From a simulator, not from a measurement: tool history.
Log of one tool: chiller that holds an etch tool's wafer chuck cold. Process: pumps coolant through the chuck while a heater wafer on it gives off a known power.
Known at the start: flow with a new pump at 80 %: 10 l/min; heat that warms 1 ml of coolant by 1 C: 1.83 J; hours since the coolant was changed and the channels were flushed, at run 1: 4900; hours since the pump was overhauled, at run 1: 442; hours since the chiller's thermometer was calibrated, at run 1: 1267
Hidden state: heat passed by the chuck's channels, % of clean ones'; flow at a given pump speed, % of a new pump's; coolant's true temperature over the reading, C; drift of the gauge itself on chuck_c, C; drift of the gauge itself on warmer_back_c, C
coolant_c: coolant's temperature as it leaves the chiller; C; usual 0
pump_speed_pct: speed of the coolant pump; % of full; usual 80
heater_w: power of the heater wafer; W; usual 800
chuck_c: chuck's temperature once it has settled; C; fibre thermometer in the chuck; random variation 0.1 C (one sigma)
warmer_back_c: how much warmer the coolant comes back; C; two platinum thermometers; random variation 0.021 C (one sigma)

run,day,coolant_c,pump_speed_pct,heater_w,hours since the coolant was changed and the channels were flushed,hours since the pump was overhauled,hours since the chiller's thermometer was calibrated,chuck_c,warmer_back_c
1,0.000,0,80,800,4900,442,1267,10.0,2.65
2,2.500,0,80,800,4960,502,1327,10.2,2.66
3,5.225,0,80,800,5025,567,1392,10.2,2.64
4,7.617,0,80,419,5083,624,1450,5.4,1.35
5,9.129,0,80,419,5119,661,1486,5.3,1.35
6,12.304,0,80,419,5195,737,1562,5.3,1.39
# day 14.842: coolant changed, channels flushed
7,15.754,0,80,800,22,814,1639,8.8,2.62
8,17.850,0,80,800,72,864,1689,8.9,2.64
9,19.842,0,80,800,120,912,1737,8.5,2.65
10,22.650,0,80,800,187,979,1804,8.7,2.63
11,24.758,0,80,800,238,1030,1855,8.7,2.64
12,26.946,0,80,918,290,1082,1908,10.0,2.96
13,28.562,0,80,918,329,1121,1946,10.0,3.07
14,29.946,0,80,918,363,1154,1980,10.1,3.03
15,32.492,0,80,918,424,1215,2041,10.1,3.04
16,33.883,0,80,918,457,1249,2074,10.2,3.08
17,35.625,0,80,417,499,1291,2116,4.6,1.38
18,37.954,6,90,410,555,1346,2172,10.1,1.18
# day 39.129: chiller's thermometer calibrated
19,40.162,6,90,410,607,1398,25,10.2,1.18
20,42.329,6,90,1043,659,1450,77,16.7,3.04
21,44.092,6,79,1167,701,1493,119,19.0,3.92
22,47.317,0,92,800,778,1570,197,8.1,2.29
23,49.254,6,78,1155,825,1617,243,19.4,3.98
24,52.562,6,78,1155,904,1696,322,19.4,3.94
25,55.029,-3,76,800,964,1755,382,6.3,2.82
26,56.492,-8,80,590,999,1790,417,-1.3,1.97
27,59.108,-8,69,468,1061,1853,480,-2.2,1.86
28,61.429,5,74,468,1117,1909,535,10.7,1.71
29,63.188,0,80,1187,1159,1951,577,13.7,3.97
30,66.075,0,66,800,1229,2020,647,10.5,3.35
31,68.192,0,66,800,1279,2071,698,10.6,3.30

How the hidden state differs across the entries between the runs, from the last listed run before each to the first after it:
Between runs 6 and 7: coolant changed, channels flushed (day 14.842)
  heat passed by the chuck's channels, % of clean ones': 82.2 -> 99.7; flow at a given pump speed, % of a new pump's: 99.7 -> 99.6; coolant's true temperature over the reading, C: -0.09 -> -0.1
  measured less the result without the state, chuck_c: +0.7 -> +0.0 C; warmer_back_c: +0.01 -> +0.01 C
Between runs 18 and 19: chiller's thermometer calibrated (day 39.129)
  heat passed by the chuck's channels, % of clean ones': 97.8 -> 97.6; coolant's true temperature over the reading, C: -0.13 -> 0.01
  measured less the result without the state, chuck_c: +0.0 -> +0.1 C; warmer_back_c: +0.01 -> +0.01 C

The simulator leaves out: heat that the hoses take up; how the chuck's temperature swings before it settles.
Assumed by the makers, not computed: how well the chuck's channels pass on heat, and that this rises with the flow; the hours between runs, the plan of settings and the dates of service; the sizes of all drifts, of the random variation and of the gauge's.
